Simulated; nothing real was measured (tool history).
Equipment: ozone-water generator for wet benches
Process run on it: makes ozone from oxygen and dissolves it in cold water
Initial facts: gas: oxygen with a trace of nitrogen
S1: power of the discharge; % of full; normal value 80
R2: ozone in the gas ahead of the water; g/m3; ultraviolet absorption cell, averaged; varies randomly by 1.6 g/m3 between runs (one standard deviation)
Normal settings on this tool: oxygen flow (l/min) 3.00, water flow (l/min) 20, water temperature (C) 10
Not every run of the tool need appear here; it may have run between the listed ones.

run 1 hour=0.0 | S1=80 oxygen_flow_(l/min)=3.00 water_flow_(l/min)=20 water_temperature_(C)=10 | dissolved_ozone_(ppm)=23.9 R2=277.2
run 2 hour=143.2 | S1=80 oxygen_flow_(l/min)=3.00 water_flow_(l/min)=20 water_temperature_(C)=10 | dissolved_ozone_(ppm)=23.4 R2=275.3
run 3 hour=235.1 | S1=80 oxygen_flow_(l/min)=3.00 water_flow_(l/min)=23 water_temperature_(C)=10 | dissolved_ozone_(ppm)=20.5 R2=274.7
run 4 hour=311.5 | S1=80 oxygen_flow_(l/min)=3.00 water_flow_(l/min)=23 water_temperature_(C)=10 | dissolved_ozone_(ppm)=20.5 R2=276.3
run 5 hour=495.7 | S1=80 oxygen_flow_(l/min)=3.00 water_flow_(l/min)=23 water_temperature_(C)=10 | dissolved_ozone_(ppm)=20.3 R2=277.3
run 6 hour=642.8 | S1=80 oxygen_flow_(l/min)=3.00 water_flow_(l/min)=19 water_temperature_(C)=10 | dissolved_ozone_(ppm)=24.6 R2=273.2
run 7 hour=758.8 | S1=80 oxygen_flow_(l/min)=3.00 water_flow_(l/min)=20 water_temperature_(C)=10 | dissolved_ozone_(ppm)=23.4 R2=271.9
run 8 hour=903.8 | S1=80 oxygen_flow_(l/min)=3.00 water_flow_(l/min)=20 water_temperature_(C)=10 | dissolved_ozone_(ppm)=23.7 R2=270.7
run 9 hour=987.8 | S1=80 oxygen_flow_(l/min)=3.00 water_flow_(l/min)=20 water_temperature_(C)=10 | dissolved_ozone_(ppm)=23.5 R2=271.8
-- hour=1099.9 contactor cleaned
run 10 hour=1144.1 | S1=80 oxygen_flow_(l/min)=3.00 water_flow_(l/min)=20 water_temperature_(C)=10 | dissolved_ozone_(ppm)=23.6 R2=271.8
run 11 hour=1253.0 | S1=80 oxygen_flow_(l/min)=3.00 water_flow_(l/min)=20 water_temperature_(C)=10 | dissolved_ozone_(ppm)=23.8 R2=273.8
run 12 hour=1344.3 | S1=80 oxygen_flow_(l/min)=4.62 water_flow_(l/min)=20 water_temperature_(C)=10 | dissolved_ozone_(ppm)=26.3 R2=224.5
run 13 hour=1467.7 | S1=80 oxygen_flow_(l/min)=4.62 water_flow_(l/min)=20 water_temperature_(C)=10 | dissolved_ozone_(ppm)=26.0 R2=222.4
run 14 hour=1555.1 | S1=80 oxygen_flow_(l/min)=3.00 water_flow_(l/min)=20 water_temperature_(C)=10 | dissolved_ozone_(ppm)=23.4 R2=269.1
run 15 hour=1733.0 | S1=96 oxygen_flow_(l/min)=4.35 water_flow_(l/min)=18 water_temperature_(C)=10 | dissolved_ozone_(ppm)=32.5 R2=262.8
run 16 hour=1902.4 | S1=80 oxygen_flow_(l/min)=1.59 water_flow_(l/min)=18 water_temperature_(C)=6 | dissolved_ozone_(ppm)=21.5 R2=354.5
run 17 hour=2063.1 | S1=80 oxygen_flow_(l/min)=1.59 water_flow_(l/min)=18 water_temperature_(C)=6 | dissolved_ozone_(ppm)=21.5 R2=353.7
run 18 hour=2164.1 | S1=80 oxygen_flow_(l/min)=1.71 water_flow_(l/min)=18 water_temperature_(C)=7 | dissolved_ozone_(ppm)=22.0 R2=341.7
run 19 hour=2268.8 | S1=80 oxygen_flow_(l/min)=1.71 water_flow_(l/min)=18 water_temperature_(C)=7 | dissolved_ozone_(ppm)=21.9 R2=343.4
run 20 hour=2440.3 | S1=69 oxygen_flow_(l/min)=1.96 water_flow_(l/min)=18 water_temperature_(C)=9 | dissolved_ozone_(ppm)=20.5 R2=284.2
run 21 hour=2580.1 | S1=57 oxygen_flow_(l/min)=3.24 water_flow_(l/min)=18 water_temperature_(C)=11 | dissolved_ozone_(ppm)=19.7 R2=196.1
run 22 hour=2689.8 | S1=74 oxygen_flow_(l/min)=2.77 water_flow_(l/min)=20 water_temperature_(C)=16 | dissolved_ozone_(ppm)=20.0 R2=255.0
run 23 hour=2768.5 | S1=40 oxygen_flow_(l/min)=4.00 water_flow_(l/min)=16 water_temperature_(C)=10 | dissolved_ozone_(ppm)=17.3 R2=133.7
run 24 hour=2904.4 | S1=80 oxygen_flow_(l/min)=3.00 water_flow_(l/min)=20 water_temperature_(C)=7 | dissolved_ozone_(ppm)=23.4 R2=262.8
run 25 hour=3085.3 | S1=50 oxygen_flow_(l/min)=4.33 water_flow_(l/min)=22 water_temperature_(C)=17 | dissolved_ozone_(ppm)=14.5 R2=153.7
run 26 hour=3201.6 | S1=50 oxygen_flow_(l/min)=4.33 water_flow_(l/min)=17 water_temperature_(C)=10 | dissolved_ozone_(ppm)=19.6 R2=151.9
-- hour=3233.1 water thermometer calibrated
run 27 hour=3304.8 | S1=50 oxygen_flow_(l/min)=4.33 water_flow_(l/min)=17 water_temperature_(C)=10 | dissolved_ozone_(ppm)=19.6 R2=152.5

What does the tool deliver on the next run?
run 28 hour=3465.8 | S1=80 oxygen_flow_(l/min)=3.00 water_flow_(l/min)=17 water_temperature_(C)=10 | dissolved_ozone_(ppm)=? R2=?

{"run 28": {"dissolved ozone (ppm)": 26.4, "R2": 258.9}}
Had the tool carried no hidden state, the very same run would have given dissolved ozone (ppm) 31.4, R2 304.5 g/m3.

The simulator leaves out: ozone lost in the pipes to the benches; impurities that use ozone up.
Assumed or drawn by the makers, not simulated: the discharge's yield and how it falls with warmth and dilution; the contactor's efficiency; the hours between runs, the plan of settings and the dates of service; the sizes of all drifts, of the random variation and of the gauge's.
